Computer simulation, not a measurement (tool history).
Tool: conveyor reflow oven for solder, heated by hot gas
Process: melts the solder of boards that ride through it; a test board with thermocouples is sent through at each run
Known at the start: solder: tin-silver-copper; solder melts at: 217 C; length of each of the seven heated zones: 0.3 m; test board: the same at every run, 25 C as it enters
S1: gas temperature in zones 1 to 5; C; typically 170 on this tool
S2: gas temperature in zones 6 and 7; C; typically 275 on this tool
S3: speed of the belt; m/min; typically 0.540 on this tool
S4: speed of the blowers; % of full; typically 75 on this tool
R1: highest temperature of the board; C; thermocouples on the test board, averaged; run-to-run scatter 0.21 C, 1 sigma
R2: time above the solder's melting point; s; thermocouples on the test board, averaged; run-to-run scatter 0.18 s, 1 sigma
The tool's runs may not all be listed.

run   hour   S1   S2     S3  S4     R1    R2
  1    0.0  170  275  0.540  75  266.4  57.7
  2   60.3  170  275  0.556  75  265.7  55.6
  3  103.4  170  275  0.540  58  259.9  54.5
  4  153.9  170  275  0.540  58  260.2  54.5
  5  207.8  170  275  0.540  58  260.0  54.5
  6  243.2  170  275  0.540  75  263.9  56.7
  7  295.8  170  275  0.540  75  263.7  56.5
  8  341.5  170  275  0.540  75  263.2  55.5
  9  412.9  170  275  0.540  75  264.0  56.0
 10  473.7  170  275  0.540  75  263.8  56.1
 11  536.1  170  275  0.540  75  263.8  55.7
 12  598.1  170  275  0.540  75  264.0  55.8
 13  662.3  177  275  0.487  75  266.7  66.0
 14  713.3  177  287  0.487  75  278.3  70.1
 15  755.9  177  287  0.487  75  279.5  70.3
 16  810.2  163  276  0.467  90  270.5  67.6
 17  856.9  159  276  0.549  90  266.3  54.2
 18  896.2  170  279  0.580  82  267.9  53.6
 19  930.6  180  290  0.492  69  280.6  71.1

Not shown: 4 entries that the log had between the listed runs. Between which runs, and how does the tool's hidden state differ before and after?
From run 2 to run 3: thermocouples of zones 6 and 7 changed (hour 89.0)
  heat that the gas passes to the board, % of a clean oven's: 98.9 -> 98.2; belt's true speed, % of the reading: 98.82 -> 98.79; true gas temperature in zones 6 and 7 over the reading, C: 2.29 -> -0.41
  measured result minus the result with no hidden state, R1: +2.2 -> -0.3 C; R2: +1.5 -> +0.6 s
From run 7 to run 8: belt drive overhauled, speed set with a stopwatch (hour 314.3)
  heat that the gas passes to the board, % of a clean oven's: 95.2 -> 94.5; belt's true speed, % of the reading: 98.61 -> 99.85; true gas temperature in zones 6 and 7 over the reading, C: -0.13 -> -0.07
  measured result minus the result with no hidden state, R1: -0.7 -> -1.1 C; R2: +0.4 -> -0.6 s
From run 8 to run 9: flux residue cleaned out of gas plates and filters (hour 381.5)
  heat that the gas passes to the board, % of a clean oven's: 94.5 -> 98; belt's true speed, % of the reading: 99.85 -> 99.79; true gas temperature in zones 6 and 7 over the reading, C: -0.07 -> 0.02
  measured result minus the result with no hidden state, R1: -1.1 -> -0.3 C; R2: -0.6 -> -0.1 s
From run 14 to run 15: flux residue cleaned out of gas plates and filters (hour 751.9)
  heat that the gas passes to the board, % of a clean oven's: 93.3 -> 99.5; belt's true speed, % of the reading: 99.52 -> 99.49; true gas temperature in zones 6 and 7 over the reading, C: 0.44 -> 0.48
  measured result minus the result with no hidden state, R1: -0.6 -> +0.5 C; R2: +0.2 -> +0.5 s
